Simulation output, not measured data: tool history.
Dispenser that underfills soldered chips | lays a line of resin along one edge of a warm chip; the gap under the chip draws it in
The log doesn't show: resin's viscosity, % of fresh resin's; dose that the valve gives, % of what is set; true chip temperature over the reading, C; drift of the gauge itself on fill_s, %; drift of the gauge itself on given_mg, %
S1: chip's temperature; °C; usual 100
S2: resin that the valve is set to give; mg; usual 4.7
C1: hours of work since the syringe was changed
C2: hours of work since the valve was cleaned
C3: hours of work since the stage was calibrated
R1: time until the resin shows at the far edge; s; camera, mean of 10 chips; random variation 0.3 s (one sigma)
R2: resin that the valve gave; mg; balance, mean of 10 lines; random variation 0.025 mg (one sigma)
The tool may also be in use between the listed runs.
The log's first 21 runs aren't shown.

run	hour	S1	S2	C1	C2	C3	R1	R2
22	165.7	100	4.54	7	29	290	8	4.44
# hour 171: new syringe of resin
23	176	100	4.54	4	36	297	6	4.41
24	183.7	95	4.7	9	42	303	9.6	4.6
# hour 186: new syringe of resin
# hour 189.3: dispensing valve cleaned and set on the balance
25	192.7	100	4.99	4	2	309	6	4.99
# hour 202.8: new syringe of resin
26	203.2	100	4.99	0	10	316	5	4.94
27	210.9	100	4.99	6	16	322	6.9	4.97
# hour 218.4: new syringe of resin
28	219.8	95	4.97	1	22	328	6.8	4.92
29	227.1	90	4.66	6	27	334	9.7	4.62
# hour 233.4: new syringe of resin
30	234.2	90	4.86	1	32	339	7.7	4.75
31	241.6	97	5.71	6	38	344	7.5	5.56
32	246.8	89	5.64	10	42	348	10.9	5.49
# hour 249.3: new syringe of resin
# hour 252.5: dispensing valve cleaned and set on the balance
33	257.5	108	4.98	5	4	355	5.1	4.96
34	263.1	108	4.98	9	8	359	5.6	4.97
# hour 265.6: new syringe of resin
35	270.1	98	5.26	3	13	364	6.2	5.2

Forecast each of these 4 alternatives for the next run:
A	275.1	91	5	7	16	368	?	?
B	275.1	98	5.7	7	16	368	?	?
C	275.1	114	4.16	7	16	368	?	?
D	275.1	96	4.68	7	16	368	?	?

run	R1	R2
A	9	4.93
B	7.8	5.68
C	4.8	4.11
D	8.2	4.6
Without the tool's hidden state the same runs would have given:
run	R1	R2
A	6.9	4.98
B	6.2	5.74
C	3.7	4.16
D	6.4	4.65

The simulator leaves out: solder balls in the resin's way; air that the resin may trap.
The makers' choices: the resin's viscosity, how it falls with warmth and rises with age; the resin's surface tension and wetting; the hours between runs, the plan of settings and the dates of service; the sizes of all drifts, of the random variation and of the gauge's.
